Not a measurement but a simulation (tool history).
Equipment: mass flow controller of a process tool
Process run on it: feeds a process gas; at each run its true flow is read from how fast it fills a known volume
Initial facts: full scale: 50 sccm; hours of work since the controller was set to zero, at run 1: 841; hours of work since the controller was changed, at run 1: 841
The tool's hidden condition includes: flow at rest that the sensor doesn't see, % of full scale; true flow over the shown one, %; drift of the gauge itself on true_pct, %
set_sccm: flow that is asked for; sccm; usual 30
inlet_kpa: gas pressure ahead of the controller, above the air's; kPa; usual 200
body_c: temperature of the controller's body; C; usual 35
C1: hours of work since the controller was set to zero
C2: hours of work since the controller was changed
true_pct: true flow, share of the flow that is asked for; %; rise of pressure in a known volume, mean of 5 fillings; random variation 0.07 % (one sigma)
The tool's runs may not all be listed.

Run 1, hour 0: usual settings; C1 841; C2 841. Result: true_pct 98 %.
Run 2, hour 86.9: usual settings but body_c 37 C; C1 873; C2 873. Result: true_pct 97.91 %.
Run 3, hour 163.1: usual settings but body_c 37 C; C1 900; C2 900. Result: true_pct 97.97 %.
Run 4, hour 209.3: usual settings but body_c 37 C; C1 917; C2 917. Result: true_pct 97.92 %.
Run 5, hour 308: usual settings but set_sccm 8 sccm; C1 952; C2 952. Result: true_pct 95.89 %.
Run 6, hour 404.4: usual settings; C1 987; C2 987. Result: true_pct 98 %.
Run 7, hour 467.4: usual settings but body_c 20 C; C1 1009; C2 1009. Result: true_pct 98.39 %.
Run 8, hour 569.4: usual settings but body_c 20 C; C1 1046; C2 1046. Result: true_pct 98.37 %.
Run 9, hour 675.5: usual settings but body_c 20 C; C1 1084; C2 1084. Result: true_pct 98.39 %.
Run 10, hour 721.5: usual settings but body_c 20 C; C1 1101; C2 1101. Result: true_pct 98.39 %.
Run 11, hour 810.1: usual settings but body_c 20 C; C1 1133; C2 1133. Result: true_pct 98.4 %.
Run 12, hour 910.3: usual settings but body_c 20 C; C1 1169; C2 1169. Result: true_pct 98.33 %.
Run 13, hour 956: usual settings; C1 1185; C2 1185. Result: true_pct 97.94 %.
Run 14, hour 1041.9: usual settings; C1 1216; C2 1216. Result: true_pct 97.84 %.
Run 15, hour 1122.8: usual settings but inlet_kpa 222 kPa; C1 1245; C2 1245. Result: true_pct 97.64 %.
Run 16, hour 1170.5: usual settings but set_sccm 18 sccm, inlet_kpa 221 kPa, body_c 28 C; C1 1262; C2 1262. Result: true_pct 96.95 %.
Run 17, hour 1273.3: usual settings but set_sccm 44 sccm, inlet_kpa 270 kPa; C1 1299; C2 1299. Result: true_pct 98.2 %.
Run 18, hour 1349.2: usual settings but set_sccm 18 sccm, inlet_kpa 165 kPa, body_c 29 C; C1 1326; C2 1326. Result: true_pct 97.13 %.
Run 19, hour 1401.7: usual settings but set_sccm 12 sccm, inlet_kpa 182 kPa, body_c 26 C; C1 1345; C2 1345. Result: true_pct 96.53 %.
Run 20, hour 1500.6: usual settings but inlet_kpa 163 kPa, body_c 39 C; C1 1381; C2 1381. Result: true_pct 97.74 %.
Run 21, hour 1572.4: usual settings but set_sccm 21 sccm, inlet_kpa 144 kPa, body_c 31 C; C1 1407; C2 1407. Result: true_pct 97.35 %.
Run 22, hour 1666.3: usual settings but set_sccm 21 sccm, inlet_kpa 144 kPa, body_c 31 C; C1 1440; C2 1440. Result: true_pct 97.38 %.
Run 23, hour 1718.9: usual settings but set_sccm 48 sccm, inlet_kpa 263 kPa, body_c 34 C; C1 1459; C2 1459. Result: true_pct 98.53 %.
Run 24, hour 1773.5: usual settings but set_sccm 6 sccm, inlet_kpa 170 kPa; C1 1479; C2 1479. Result: true_pct 94.49 %.
Run 25, hour 1876.8: usual settings but set_sccm 9 sccm, inlet_kpa 249 kPa, body_c 23 C; C1 1516; C2 1516. Result: true_pct 95.34 %.
Run 26, hour 1954.5: usual settings but set_sccm 23 sccm, inlet_kpa 180 kPa, body_c 24 C; C1 1544; C2 1544. Result: true_pct 97.57 %.
Run 27, hour 1999.1: usual settings but set_sccm 10 sccm, inlet_kpa 204 kPa, body_c 40 C; C1 1560; C2 1560. Result: true_pct 95.29 %.
Run 28, hour 2066.8: usual settings but set_sccm 6 sccm, inlet_kpa 271 kPa, body_c 33 C; C1 1584; C2 1584. Result: true_pct 93.88 %.
Run 29, hour 2164.7: usual settings but set_sccm 7 sccm, inlet_kpa 211 kPa, body_c 20 C; C1 1619; C2 1619. Result: true_pct 94.85 %.

Here are 4 independent what-if runs from the current tool condition. What would each one return?
Run A, hour 2261.5: usual settings but set_sccm 7 sccm, inlet_kpa 211 kPa, body_c 20 C; C1 1654; C2 1654. Result: true_pct ?.
Run B, hour 2261.5: usual settings but set_sccm 48 sccm, inlet_kpa 220 kPa, body_c 32 C; C1 1654; C2 1654. Result: true_pct ?.
Run C, hour 2261.5: usual settings but inlet_kpa 187 kPa; C1 1654; C2 1654. Result: true_pct ?.
Run D, hour 2261.5: usual settings but set_sccm 14 sccm, inlet_kpa 271 kPa, body_c 24 C; C1 1654; C2 1654. Result: true_pct ?.

run  true_pct
  A     94.89
  B     98.58
  C     97.59
  D     96.07
Without the tool's hidden state the same runs would have given:
run  true_pct
  A     97.98
  B     99.55
  C     98.78
  D     97.92
